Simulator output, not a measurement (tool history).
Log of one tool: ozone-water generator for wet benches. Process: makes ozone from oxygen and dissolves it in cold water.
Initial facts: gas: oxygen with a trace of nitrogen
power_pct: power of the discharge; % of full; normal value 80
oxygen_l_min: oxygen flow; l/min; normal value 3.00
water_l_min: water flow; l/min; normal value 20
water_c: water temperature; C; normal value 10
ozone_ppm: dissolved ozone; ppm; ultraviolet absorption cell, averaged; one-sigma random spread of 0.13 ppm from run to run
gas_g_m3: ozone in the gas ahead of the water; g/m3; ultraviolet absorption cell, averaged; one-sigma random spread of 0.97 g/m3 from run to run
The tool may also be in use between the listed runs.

run	hour	power_pct	oxygen_l_min	water_l_min	water_c	ozone_ppm	gas_g_m3
1	0.0	80	3.00	20	10	14.5	163.3
2	88.8	80	3.00	20	10	14.4	163.5
3	167.4	80	3.00	20	10	14.4	163.9
4	249.8	80	3.00	29	10	10.1	162.9
5	372.9	82	3.00	20	10	14.4	166.4
6	484.4	80	3.00	20	10	14.4	162.4
7	619.9	80	3.00	20	10	14.3	162.9
8	771.2	80	3.00	21	10	13.7	163.6
9	928.0	80	3.48	20	10	14.7	147.4
10	1029.4	80	3.00	20	10	14.1	163.2
11	1102.5	80	3.00	20	10	14.1	162.8
12	1259.9	80	3.00	20	10	14.0	161.8
13	1370.0	80	3.00	20	10	14.3	161.1
14	1463.2	80	3.00	20	10	14.2	162.0
15	1530.9	80	3.00	20	10	14.1	162.5
16	1608.7	77	3.00	20	11	13.5	157.7
17	1766.1	55	2.21	15	8	13.0	142.4
18	1919.7	74	3.00	31	16	8.4	149.6
19	2008.9	49	2.81	17	11	10.3	110.1
20	2086.9	49	4.36	17	6	11.2	82.6
21	2243.3	52	1.57	21	6	8.4	167.7
22	2377.8	54	3.05	15	6	13.2	112.5
23	2532.5	54	3.05	15	6	13.2	113.0
24	2681.4	80	3.00	22	11	12.6	158.6
25	2768.9	94	3.00	20	7	16.3	182.7
26	2916.7	94	3.00	20	7	16.2	183.8

What if the next run were any one of these 5? Each begins from the tool's condition after run 26:
A	3050.2	74	3.00	13	17	?	?
B	3050.2	78	1.84	28	10	?	?
C	3050.2	94	3.00	23	7	?	?
D	3050.2	51	2.36	24	7	?	?
E	3050.2	94	3.61	12	7	?	?

run	ozone_ppm	gas_g_m3
A	17.3	150.3
B	8.9	215.2
C	14.3	182.3
D	7.9	125.9
E	25.2	163.4
Without the tool's unlogged condition, the same runs would have read:
run	ozone_ppm	gas_g_m3
A	18.4	156.6
B	9.5	224.5
C	15.4	191.6
D	8.3	129.5
E	26.9	171.6
